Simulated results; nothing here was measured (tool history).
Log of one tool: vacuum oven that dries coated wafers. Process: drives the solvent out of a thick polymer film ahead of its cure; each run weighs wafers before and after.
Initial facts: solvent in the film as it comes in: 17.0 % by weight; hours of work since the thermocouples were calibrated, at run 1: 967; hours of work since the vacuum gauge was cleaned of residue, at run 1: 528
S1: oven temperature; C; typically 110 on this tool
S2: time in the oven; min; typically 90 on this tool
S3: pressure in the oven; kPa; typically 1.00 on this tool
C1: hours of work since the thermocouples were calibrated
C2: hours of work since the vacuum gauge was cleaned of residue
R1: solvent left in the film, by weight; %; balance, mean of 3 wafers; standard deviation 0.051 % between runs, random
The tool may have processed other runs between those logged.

| run | day | S1 | S2 | S3 | C1 | C2 | R1 |
|---|---|---|---|---|---|---|---|
| 1 | 0.000 | 110 | 90 | 1.00 | 967 | 528 | 0.78 |
| 2 | 0.996 | 110 | 90 | 1.00 | 981 | 542 | 0.71 |
| 3 | 2.371 | 110 | 90 | 3.79 | 1000 | 561 | 1.33 |
| 4 | 3.442 | 110 | 90 | 3.79 | 1014 | 575 | 1.30 |
| 5 | 4.254 | 110 | 149 | 3.79 | 1026 | 587 | 0.89 |
| 6 | 5.258 | 110 | 149 | 3.79 | 1039 | 600 | 0.89 |
| 7 | 6.408 | 110 | 149 | 3.79 | 1055 | 616 | 0.91 |
| 8 | 7.712 | 110 | 149 | 3.79 | 1073 | 634 | 0.82 |
|  | 8.608 | oven's thermocouples calibrated |
| 9 | 8.962 | 110 | 149 | 3.79 | 5 | 650 | 0.89 |
| 10 | 10.238 | 110 | 90 | 1.00 | 22 | 668 | 0.74 |
| 11 | 11.225 | 110 | 90 | 1.00 | 36 | 682 | 0.73 |
| 12 | 11.992 | 110 | 90 | 1.00 | 47 | 692 | 0.72 |
| 13 | 12.583 | 110 | 90 | 1.00 | 55 | 700 | 0.76 |
| 14 | 13.696 | 110 | 90 | 1.00 | 70 | 716 | 0.75 |
| 15 | 14.988 | 110 | 90 | 1.00 | 88 | 733 | 0.73 |
| 16 | 16.096 | 123 | 90 | 1.00 | 103 | 749 | 0.15 |
| 17 | 17.342 | 123 | 90 | 1.00 | 120 | 766 | 0.18 |
| 18 | 18.721 | 103 | 90 | 1.00 | 139 | 785 | 2.06 |
| 19 | 19.767 | 110 | 90 | 1.00 | 154 | 799 | 0.74 |
| 20 | 20.588 | 110 | 90 | 1.00 | 165 | 811 | 0.73 |
| 21 | 21.433 | 110 | 90 | 2.70 | 177 | 822 | 1.14 |
| 22 | 22.417 | 110 | 63 | 1.00 | 190 | 836 | 1.69 |
| 23 | 23.688 | 110 | 90 | 1.00 | 208 | 853 | 0.73 |
| 24 | 24.425 | 115 | 79 | 0.70 | 218 | 863 | 0.37 |
| 25 | 25.033 | 125 | 90 | 0.77 | 226 | 872 | 0.00 |
| 26 | 26.183 | 125 | 90 | 0.77 | 242 | 888 | 0.11 |
| 27 | 26.979 | 115 | 159 | 1.28 | 253 | 899 | 0.15 |
| 28 | 27.550 | 115 | 159 | 1.28 | 261 | 907 | 0.28 |
| 29 | 28.817 | 99 | 90 | 0.74 | 278 | 924 | 3.18 |
| 30 | 29.396 | 122 | 120 | 0.91 | 286 | 932 | 0.11 |
| 31 | 30.075 | 122 | 120 | 0.91 | 296 | 941 | 0.08 |
| 32 | 30.771 | 98 | 120 | 2.24 | 305 | 951 | 2.81 |
| 33 | 31.483 | 107 | 49 | 3.63 | 315 | 961 | 3.98 |
| 34 | 32.121 | 123 | 77 | 3.16 | 324 | 969 | 0.50 |
| 35 | 33.442 | 123 | 138 | 3.83 | 342 | 988 | 0.42 |
| 36 | 34.504 | 110 | 157 | 3.04 | 357 | 1002 | 0.58 |
| 37 | 35.692 | 115 | 71 | 2.13 | 373 | 1019 | 0.74 |
| 38 | 36.354 | 115 | 71 | 2.13 | 382 | 1028 | 0.85 |
| 39 | 37.633 | 115 | 71 | 2.13 | 400 | 1045 | 0.76 |
| 40 | 38.496 | 115 | 71 | 2.13 | 412 | 1057 | 0.78 |
| 41 | 39.267 | 115 | 56 | 3.52 | 422 | 1068 | 1.36 |
| 42 | 40.304 | 115 | 56 | 3.52 | 437 | 1082 | 1.40 |
| 43 | 41.271 | 108 | 137 | 2.42 | 450 | 1096 | 0.76 |
| 44 | 42.112 | 104 | 137 | 2.42 | 462 | 1107 | 1.13 |
| 45 | 43.350 | 104 | 86 | 2.42 | 479 | 1124 | 2.28 |
| 46 | 44.479 | 104 | 50 | 1.67 | 494 | 1140 | 4.51 |

Branching from run 46: 5 alternative next runs. What would each branch give?
| A | 45.312 | 104 | 59 | 0.96 | 506 | 1151 | ? |
| B | 45.312 | 110 | 133 | 1.00 | 506 | 1151 | ? |
| C | 45.312 | 104 | 48 | 0.55 | 506 | 1151 | ? |
| D | 45.312 | 103 | 57 | 2.42 | 506 | 1151 | ? |
| E | 45.312 | 98 | 58 | 1.08 | 506 | 1151 | ? |

| run | R1 |
|---|---|
| A | 3.65 |
| B | 0.31 |
| C | 4.47 |
| D | 4.41 |
| E | 5.67 |
With the hidden condition removed and each run's random variation left untouched, the same runs would have given:
| run | R1 |
|---|---|
| A | 3.62 |
| B | 0.30 |
| C | 4.44 |
| D | 4.38 |
| E | 5.65 |
